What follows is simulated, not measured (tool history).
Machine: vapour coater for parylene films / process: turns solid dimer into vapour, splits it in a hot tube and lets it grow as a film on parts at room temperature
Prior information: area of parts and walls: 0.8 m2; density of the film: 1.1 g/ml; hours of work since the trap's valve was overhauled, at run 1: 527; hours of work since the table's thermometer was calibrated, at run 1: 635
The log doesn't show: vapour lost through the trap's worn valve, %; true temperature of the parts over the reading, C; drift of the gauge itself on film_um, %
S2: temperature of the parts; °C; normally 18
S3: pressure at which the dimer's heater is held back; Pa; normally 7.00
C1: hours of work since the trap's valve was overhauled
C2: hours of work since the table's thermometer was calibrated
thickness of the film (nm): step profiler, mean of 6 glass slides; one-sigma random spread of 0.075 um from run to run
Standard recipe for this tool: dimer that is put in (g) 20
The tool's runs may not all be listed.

run 1 day=0.000 | dimer_that_is_put_in_(g)=20 S2=18 S3=7.00 | C1=527 C2=635 | thickness_of_the_film_(nm)=9800
run 2 day=0.358 | dimer_that_is_put_in_(g)=12 S2=18 S3=7.00 | C1=534 C2=642 | thickness_of_the_film_(nm)=5970
run 3 day=1.050 | dimer_that_is_put_in_(g)=12 S2=18 S3=5.84 | C1=547 C2=655 | thickness_of_the_film_(nm)=6020
-- day=1.825 trap's valve overhauled
run 4 day=1.888 | dimer_that_is_put_in_(g)=20 S2=18 S3=7.00 | C1=1 C2=668 | thickness_of_the_film_(nm)=10910
run 5 day=2.617 | dimer_that_is_put_in_(g)=20 S2=18 S3=7.00 | C1=15 C2=681 | thickness_of_the_film_(nm)=10920
run 6 day=3.162 | dimer_that_is_put_in_(g)=20 S2=18 S3=7.00 | C1=25 C2=692 | thickness_of_the_film_(nm)=11020
run 7 day=3.708 | dimer_that_is_put_in_(g)=20 S2=18 S3=9.32 | C1=36 C2=702 | thickness_of_the_film_(nm)=10330
run 8 day=4.529 | dimer_that_is_put_in_(g)=20 S2=18 S3=9.32 | C1=52 C2=718 | thickness_of_the_film_(nm)=10260
run 9 day=5.054 | dimer_that_is_put_in_(g)=20 S2=18 S3=7.00 | C1=62 C2=728 | thickness_of_the_film_(nm)=10880
run 10 day=5.875 | dimer_that_is_put_in_(g)=20 S2=18 S3=7.00 | C1=77 C2=744 | thickness_of_the_film_(nm)=10900
run 11 day=6.512 | dimer_that_is_put_in_(g)=20 S2=18 S3=7.00 | C1=89 C2=756 | thickness_of_the_film_(nm)=10760
run 12 day=7.104 | dimer_that_is_put_in_(g)=20 S2=18 S3=11.49 | C1=101 C2=767 | thickness_of_the_film_(nm)=9660
run 13 day=7.754 | dimer_that_is_put_in_(g)=20 S2=18 S3=11.49 | C1=113 C2=780 | thickness_of_the_film_(nm)=9750
run 14 day=8.442 | dimer_that_is_put_in_(g)=20 S2=18 S3=11.49 | C1=126 C2=793 | thickness_of_the_film_(nm)=9660
run 15 day=9.017 | dimer_that_is_put_in_(g)=20 S2=18 S3=11.49 | C1=137 C2=804 | thickness_of_the_film_(nm)=9730
run 16 day=9.788 | dimer_that_is_put_in_(g)=20 S2=18 S3=2.32 | C1=152 C2=818 | thickness_of_the_film_(nm)=13300
run 17 day=10.158 | dimer_that_is_put_in_(g)=20 S2=18 S3=2.32 | C1=159 C2=825 | thickness_of_the_film_(nm)=13400
run 18 day=11.004 | dimer_that_is_put_in_(g)=20 S2=18 S3=2.32 | C1=175 C2=842 | thickness_of_the_film_(nm)=13230
run 19 day=11.738 | dimer_that_is_put_in_(g)=10 S2=18 S3=2.32 | C1=189 C2=856 | thickness_of_the_film_(nm)=6660
run 20 day=12.158 | dimer_that_is_put_in_(g)=10 S2=18 S3=2.32 | C1=197 C2=864 | thickness_of_the_film_(nm)=6560
-- day=12.262 table's thermometer calibrated
run 21 day=12.712 | dimer_that_is_put_in_(g)=10 S2=18 S3=2.32 | C1=207 C2=9 | thickness_of_the_film_(nm)=6650
run 22 day=13.388 | dimer_that_is_put_in_(g)=20 S2=18 S3=7.00 | C1=220 C2=21 | thickness_of_the_film_(nm)=10600
-- day=13.825 table's thermometer calibrated, once more
run 23 day=13.846 | dimer_that_is_put_in_(g)=20 S2=18 S3=7.92 | C1=228 C2=0 | thickness_of_the_film_(nm)=10370
run 24 day=14.538 | dimer_that_is_put_in_(g)=20 S2=18 S3=7.92 | C1=241 C2=14 | thickness_of_the_film_(nm)=10260
run 25 day=15.158 | dimer_that_is_put_in_(g)=35 S2=15 S3=3.31 | C1=253 C2=25 | thickness_of_the_film_(nm)=23540
run 26 day=15.558 | dimer_that_is_put_in_(g)=20 S2=18 S3=4.92 | C1=260 C2=33 | thickness_of_the_film_(nm)=11360
run 27 day=16.058 | dimer_that_is_put_in_(g)=15 S2=18 S3=10.30 | C1=270 C2=43 | thickness_of_the_film_(nm)=7190
run 28 day=16.829 | dimer_that_is_put_in_(g)=15 S2=18 S3=10.30 | C1=285 C2=57 | thickness_of_the_film_(nm)=7360
run 29 day=17.483 | dimer_that_is_put_in_(g)=16 S2=15 S3=5.13 | C1=297 C2=70 | thickness_of_the_film_(nm)=9810
run 30 day=18.242 | dimer_that_is_put_in_(g)=12 S2=18 S3=9.95 | C1=312 C2=84 | thickness_of_the_film_(nm)=5870
run 31 day=18.750 | dimer_that_is_put_in_(g)=20 S2=18 S3=3.19 | C1=321 C2=94 | thickness_of_the_film_(nm)=12300
run 32 day=19.471 | dimer_that_is_put_in_(g)=19 S2=10 S3=4.16 | C1=335 C2=108 | thickness_of_the_film_(nm)=13990
run 33 day=19.979 | dimer_that_is_put_in_(g)=14 S2=18 S3=4.08 | C1=345 C2=117 | thickness_of_the_film_(nm)=8090
run 34 day=20.738 | dimer_that_is_put_in_(g)=20 S2=18 S3=2.96 | C1=359 C2=132 | thickness_of_the_film_(nm)=12430
run 35 day=21.367 | dimer_that_is_put_in_(g)=26 S2=13 S3=2.47 | C1=371 C2=144 | thickness_of_the_film_(nm)=19230
run 36 day=21.804 | dimer_that_is_put_in_(g)=26 S2=13 S3=2.47 | C1=380 C2=152 | thickness_of_the_film_(nm)=19400
run 37 day=22.662 | dimer_that_is_put_in_(g)=30 S2=18 S3=9.03 | C1=396 C2=169 | thickness_of_the_film_(nm)=14440
run 38 day=23.042 | dimer_that_is_put_in_(g)=26 S2=18 S3=9.03 | C1=403 C2=176 | thickness_of_the_film_(nm)=12560
run 39 day=23.646 | dimer_that_is_put_in_(g)=26 S2=18 S3=9.03 | C1=415 C2=187 | thickness_of_the_film_(nm)=12500
run 40 day=24.479 | dimer_that_is_put_in_(g)=26 S2=18 S3=9.03 | C1=431 C2=203 | thickness_of_the_film_(nm)=12520
run 41 day=25.038 | dimer_that_is_put_in_(g)=11 S2=18 S3=5.26 | C1=441 C2=214 | thickness_of_the_film_(nm)=6010
run 42 day=25.900 | dimer_that_is_put_in_(g)=26 S2=12 S3=7.00 | C1=458 C2=230 | thickness_of_the_film_(nm)=15970
run 43 day=26.271 | dimer_that_is_put_in_(g)=26 S2=12 S3=3.80 | C1=465 C2=237 | thickness_of_the_film_(nm)=18060
run 44 day=27.075 | dimer_that_is_put_in_(g)=26 S2=12 S3=3.80 | C1=480 C2=253 | thickness_of_the_film_(nm)=18100
run 45 day=27.621 | dimer_that_is_put_in_(g)=26 S2=12 S3=3.80 | C1=491 C2=263 | thickness_of_the_film_(nm)=18150
run 46 day=28.500 | dimer_that_is_put_in_(g)=26 S2=12 S3=2.18 | C1=507 C2=280 | thickness_of_the_film_(nm)=19870
run 47 day=29.179 | dimer_that_is_put_in_(g)=27 S2=11 S3=7.00 | C1=520 C2=293 | thickness_of_the_film_(nm)=16940

4 options for the next run, each taken on its own from the tool as it stands now. Forecast them:
run A day=29.821 | dimer_that_is_put_in_(g)=19 S2=11 S3=5.38 | C1=533 C2=305 | thickness_of_the_film_(nm)=?
run B day=29.821 | dimer_that_is_put_in_(g)=20 S2=11 S3=3.66 | C1=533 C2=305 | thickness_of_the_film_(nm)=?
run C day=29.821 | dimer_that_is_put_in_(g)=27 S2=27 S3=7.00 | C1=533 C2=305 | thickness_of_the_film_(nm)=?
run D day=29.821 | dimer_that_is_put_in_(g)=10 S2=24 S3=8.60 | C1=533 C2=305 | thickness_of_the_film_(nm)=?

run=A thickness_of_the_film_(nm)=12470
run=B thickness_of_the_film_(nm)=14100
run=C thickness_of_the_film_(nm)=10060
run=D thickness_of_the_film_(nm)=3970
Without the tool's unlogged condition, the same runs would have read:
run=A thickness_of_the_film_(nm)=13800
run=B thickness_of_the_film_(nm)=15590
run=C thickness_of_the_film_(nm)=11140
run=D thickness_of_the_film_(nm)=4390
